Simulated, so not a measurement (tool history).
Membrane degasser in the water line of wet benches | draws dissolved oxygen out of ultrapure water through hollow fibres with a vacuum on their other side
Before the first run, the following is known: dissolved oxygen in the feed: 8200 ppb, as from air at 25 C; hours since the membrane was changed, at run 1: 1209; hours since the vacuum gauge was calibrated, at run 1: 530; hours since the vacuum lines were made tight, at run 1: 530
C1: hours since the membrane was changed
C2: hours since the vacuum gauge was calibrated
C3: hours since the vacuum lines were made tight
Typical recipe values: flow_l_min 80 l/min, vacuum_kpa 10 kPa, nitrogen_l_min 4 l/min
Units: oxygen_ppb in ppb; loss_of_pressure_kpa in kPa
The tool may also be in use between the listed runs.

{"run": 1, "hour": 0.0, "flow_l_min": 80, "vacuum_kpa": 10, "nitrogen_l_min": 4, "C1": 1209, "C2": 530, "C3": 530, "oxygen_ppb": 356.2, "loss_of_pressure_kpa": 51.9}
{"run": 2, "hour": 49.4, "flow_l_min": 80, "vacuum_kpa": 10, "nitrogen_l_min": 4, "C1": 1258, "C2": 579, "C3": 579, "oxygen_ppb": 353.5, "loss_of_pressure_kpa": 51.76}
{"run": 3, "hour": 76.4, "flow_l_min": 80, "vacuum_kpa": 14.5, "nitrogen_l_min": 4, "C1": 1285, "C2": 606, "C3": 606, "oxygen_ppb": 538.8, "loss_of_pressure_kpa": 51.76}
{"run": 4, "hour": 126.3, "flow_l_min": 80, "vacuum_kpa": 14.5, "nitrogen_l_min": 4, "C1": 1335, "C2": 656, "C3": 656, "oxygen_ppb": 534.8, "loss_of_pressure_kpa": 52.52}
{"run": 5, "hour": 160.7, "flow_l_min": 80, "vacuum_kpa": 14.5, "nitrogen_l_min": 4, "C1": 1370, "C2": 691, "C3": 691, "oxygen_ppb": 539.1, "loss_of_pressure_kpa": 52.05}
{"run": 6, "hour": 191.2, "flow_l_min": 80, "vacuum_kpa": 14.5, "nitrogen_l_min": 4, "C1": 1400, "C2": 721, "C3": 721, "oxygen_ppb": 532.8, "loss_of_pressure_kpa": 52.04}
{"run": 7, "hour": 212.3, "flow_l_min": 80, "vacuum_kpa": 14.5, "nitrogen_l_min": 4, "C1": 1421, "C2": 742, "C3": 742, "oxygen_ppb": 532.4, "loss_of_pressure_kpa": 52.04}
{"run": 8, "hour": 235.7, "flow_l_min": 80, "vacuum_kpa": 10, "nitrogen_l_min": 4, "C1": 1445, "C2": 766, "C3": 766, "oxygen_ppb": 351.8, "loss_of_pressure_kpa": 51.82}
{"run": 9, "hour": 270.5, "flow_l_min": 80, "vacuum_kpa": 10, "nitrogen_l_min": 4, "C1": 1479, "C2": 800, "C3": 800, "oxygen_ppb": 353.6, "loss_of_pressure_kpa": 52.06}
{"run": 10, "hour": 312.8, "flow_l_min": 80, "vacuum_kpa": 10, "nitrogen_l_min": 4, "C1": 1522, "C2": 843, "C3": 843, "oxygen_ppb": 355.6, "loss_of_pressure_kpa": 51.87}
{"run": 11, "hour": 343.2, "flow_l_min": 80, "vacuum_kpa": 10, "nitrogen_l_min": 4, "C1": 1552, "C2": 873, "C3": 873, "oxygen_ppb": 357.7, "loss_of_pressure_kpa": 52.18}
{"run": 12, "hour": 380.9, "flow_l_min": 80, "vacuum_kpa": 10, "nitrogen_l_min": 4, "C1": 1590, "C2": 911, "C3": 911, "oxygen_ppb": 349.7, "loss_of_pressure_kpa": 52.01}
{"run": 13, "hour": 423.2, "flow_l_min": 80, "vacuum_kpa": 10, "nitrogen_l_min": 4, "C1": 1632, "C2": 953, "C3": 953, "oxygen_ppb": 350.7, "loss_of_pressure_kpa": 52.41}
{"run": 14, "hour": 469.0, "flow_l_min": 53, "vacuum_kpa": 24.2, "nitrogen_l_min": 4, "C1": 1678, "C2": 999, "C3": 999, "oxygen_ppb": 627.1, "loss_of_pressure_kpa": 34.38}
{"run": 15, "hour": 494.2, "flow_l_min": 53, "vacuum_kpa": 24.2, "nitrogen_l_min": 4, "C1": 1703, "C2": 1024, "C3": 1024, "oxygen_ppb": 626.1, "loss_of_pressure_kpa": 34.63}
{"run": 16, "hour": 520.2, "flow_l_min": 60, "vacuum_kpa": 13.1, "nitrogen_l_min": 4, "C1": 1729, "C2": 1050, "C3": 1050, "oxygen_ppb": 363.2, "loss_of_pressure_kpa": 39.07}
{"run": 17, "hour": 550.5, "flow_l_min": 80, "vacuum_kpa": 24.2, "nitrogen_l_min": 3.44, "C1": 1759, "C2": 1080, "C3": 1080, "oxygen_ppb": 1012.4, "loss_of_pressure_kpa": 52.31}
{"run": 18, "hour": 576.9, "flow_l_min": 118, "vacuum_kpa": 24.2, "nitrogen_l_min": 2.4, "C1": 1786, "C2": 1107, "C3": 1107, "oxygen_ppb": 1749.9, "loss_of_pressure_kpa": 77.21}
{"run": 19, "hour": 601.9, "flow_l_min": 118, "vacuum_kpa": 7.6, "nitrogen_l_min": 6.98, "C1": 1811, "C2": 1132, "C3": 1132, "oxygen_ppb": 279.2, "loss_of_pressure_kpa": 77.08}
{"run": 20, "hour": 640.2, "flow_l_min": 118, "vacuum_kpa": 6.9, "nitrogen_l_min": 3.09, "C1": 1849, "C2": 1170, "C3": 1170, "oxygen_ppb": 388.8, "loss_of_pressure_kpa": 76.52}
{"run": 21, "hour": 676.0, "flow_l_min": 109, "vacuum_kpa": 10, "nitrogen_l_min": 9.19, "C1": 1885, "C2": 1206, "C3": 1206, "oxygen_ppb": 288, "loss_of_pressure_kpa": 71.37}
{"run": 22, "hour": 724.7, "flow_l_min": 80, "vacuum_kpa": 9.1, "nitrogen_l_min": 7.72, "C1": 1934, "C2": 1255, "C3": 1255, "oxygen_ppb": 204, "loss_of_pressure_kpa": 52.21}
{"run": 23, "hour": 771.1, "flow_l_min": 94, "vacuum_kpa": 20.7, "nitrogen_l_min": 5.01, "C1": 1980, "C2": 1301, "C3": 1301, "oxygen_ppb": 763.2, "loss_of_pressure_kpa": 61.49}
{"run": 24, "hour": 816.8, "flow_l_min": 80, "vacuum_kpa": 13.9, "nitrogen_l_min": 3.44, "C1": 2026, "C2": 1347, "C3": 1347, "oxygen_ppb": 577.1, "loss_of_pressure_kpa": 52.64}

Predict each of these 3 candidate next runs independently; none follows another, all start after run 24:
{"run": "A", "hour": 838.0, "flow_l_min": 91, "vacuum_kpa": 13.9, "nitrogen_l_min": 3.44, "C1": 2047, "C2": 1368, "C3": 1368, "oxygen_ppb": "?", "loss_of_pressure_kpa": "?"}
{"run": "B", "hour": 838.0, "flow_l_min": 106, "vacuum_kpa": 13.9, "nitrogen_l_min": 2.18, "C1": 2047, "C2": 1368, "C3": 1368, "oxygen_ppb": "?", "loss_of_pressure_kpa": "?"}
{"run": "C", "hour": 838.0, "flow_l_min": 97, "vacuum_kpa": 13.9, "nitrogen_l_min": 3.44, "C1": 2047, "C2": 1368, "C3": 1368, "oxygen_ppb": "?", "loss_of_pressure_kpa": "?"}

run=A oxygen_ppb=639.9 loss_of_pressure_kpa=59.59
run=B oxygen_ppb=1005.5 loss_of_pressure_kpa=69.07
run=C oxygen_ppb=690.3 loss_of_pressure_kpa=63.19
Stripped of hidden state, with their random variation kept, the same runs would have yielded:
run=A oxygen_ppb=633.1 loss_of_pressure_kpa=58.68
run=B oxygen_ppb=997.2 loss_of_pressure_kpa=68.01
run=C oxygen_ppb=682.9 loss_of_pressure_kpa=62.22
